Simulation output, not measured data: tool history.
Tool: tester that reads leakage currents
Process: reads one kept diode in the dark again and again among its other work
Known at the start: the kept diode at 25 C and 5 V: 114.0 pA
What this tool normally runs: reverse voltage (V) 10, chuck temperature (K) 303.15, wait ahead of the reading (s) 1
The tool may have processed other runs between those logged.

run	day	reverse voltage (V)	chuck temperature (K)	wait ahead of the reading (s)	current that the tester gives (pA)
1	0	10	303.15	1	266.6
2	2.442	10	294.15	1	130.91
3	5.488	10	303.15	1	266.25
4	7.146	10	320.15	1	952.61
5	9.912	10	320.15	1	960.3
6	11.975	10	303.15	1	262
7	14.642	2.4	308.15	1	176.98
8	16.517	2.4	308.15	1	177.91
9	19.004	3.5	313.15	6.16	321.92
10	20.946	3.5	313.15	6.16	322.12
11	23.112	3.5	313.15	6.16	323.11

Not shown: 1 entry that the log had between the listed runs. Between which runs, and how does the tool's hidden state differ before and after?
In the gap between runs 3 and 4: probe card cleaned and baked (day 7.146)
  stray current of the dirty probe card, pA a volt: 0.817 -> 0.023; current scale over the true one, %: 0 -> 0.01; true chuck temperature over the reading, C: 0.2 -> 0.22
  measured minus no-state result, current that the tester gives (pA): +11.99 -> +15.02
